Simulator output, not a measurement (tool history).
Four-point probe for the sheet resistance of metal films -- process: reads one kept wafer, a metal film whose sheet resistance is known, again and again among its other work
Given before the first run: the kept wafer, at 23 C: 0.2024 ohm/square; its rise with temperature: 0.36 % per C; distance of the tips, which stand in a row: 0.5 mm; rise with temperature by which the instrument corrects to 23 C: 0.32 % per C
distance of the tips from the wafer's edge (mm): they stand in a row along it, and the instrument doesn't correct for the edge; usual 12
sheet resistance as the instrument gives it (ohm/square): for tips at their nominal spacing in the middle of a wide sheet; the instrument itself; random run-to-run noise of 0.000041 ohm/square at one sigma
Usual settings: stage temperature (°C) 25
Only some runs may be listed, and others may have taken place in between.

run,hour,stage temperature (°C),distance of the tips from the wafer's edge (mm),sheet resistance as the instrument gives it (ohm/square)
1,0.0,25,12,0.201295
2,7.5,25,12,0.201324
3,23.9,25,8,0.201486
4,31.3,25,12,0.201310
5,47.0,25,12,0.201291
6,58.1,30,12,0.201688
7,69.1,30,12,0.201689
8,80.3,27,12,0.201446
9,89.3,29,12,0.201582
10,101.2,25,17,0.201126
11,108.3,29,12,0.201658
12,120.2,29,12,0.201581
13,128.7,29,12,0.201613
14,143.6,29,12,0.201599
15,158.4,29,12,0.201524
16,170.3,29,12,0.201551
17,178.7,29,12,0.201574
18,195.5,29,12,0.201632
19,205.7,25,12,0.201209
20,212.5,25,12,0.201299
21,228.2,25,12,0.201254
22,241.4,25,10,0.201351
23,255.3,25,59,0.201087
24,266.5,25,59,0.201075
25,274.1,19,12,0.200680
26,285.1,19,12,0.200746
27,299.9,20,5,0.201692
28,307.6,31,16,0.201538
29,318.8,31,16,0.201664
30,328.1,31,16,0.201601
31,342.8,24,72,0.201002
32,356.2,24,26,0.200976
33,367.5,21,9,0.201060
34,375.7,21,9,0.200994
35,388.1,25,39,0.201034
36,398.8,25,39,0.201029
37,411.1,24,47,0.200941
38,419.2,24,8,0.201366
39,432.1,32,8,0.201932
40,442.7,19,8,0.200850
41,456.0,20,11,0.200834
42,467.0,20,11,0.200829
43,478.8,32,36,0.201505
44,494.3,32,36,0.201539
# hour 495.6: stage's thermometer calibrated
45,507.2,32,36,0.201826

The same runs without the tool's hidden state, with the same run-to-run variation:
Hidden conditions of the tool in this case: inner tips' distance over the nominal, %; tips' flats over new ones', %; wafer's true temperature over the reading, C; drift of the gauge itself on sheet_ohm, %.
run,sheet resistance as the instrument gives it (ohm/square)
1,0.202729
2,0.202760
3,0.202929
4,0.202754
5,0.202740
6,0.203140
7,0.203145
8,0.202907
9,0.203044
10,0.202593
11,0.203128
12,0.203054
13,0.203090
14,0.203080
15,0.203011
16,0.203041
17,0.203068
18,0.203133
19,0.202713
20,0.202807
21,0.202767
22,0.202869
23,0.202608
24,0.202599
25,0.202210
26,0.202280
27,0.203237
28,0.203075
29,0.203206
30,0.203146
31,0.202554
32,0.202533
33,0.202623
34,0.202560
35,0.202600
36,0.202600
37,0.202515
38,0.202946
39,0.203514
40,0.202439
41,0.202428
42,0.202426
43,0.203100
44,0.203140
45,0.203173
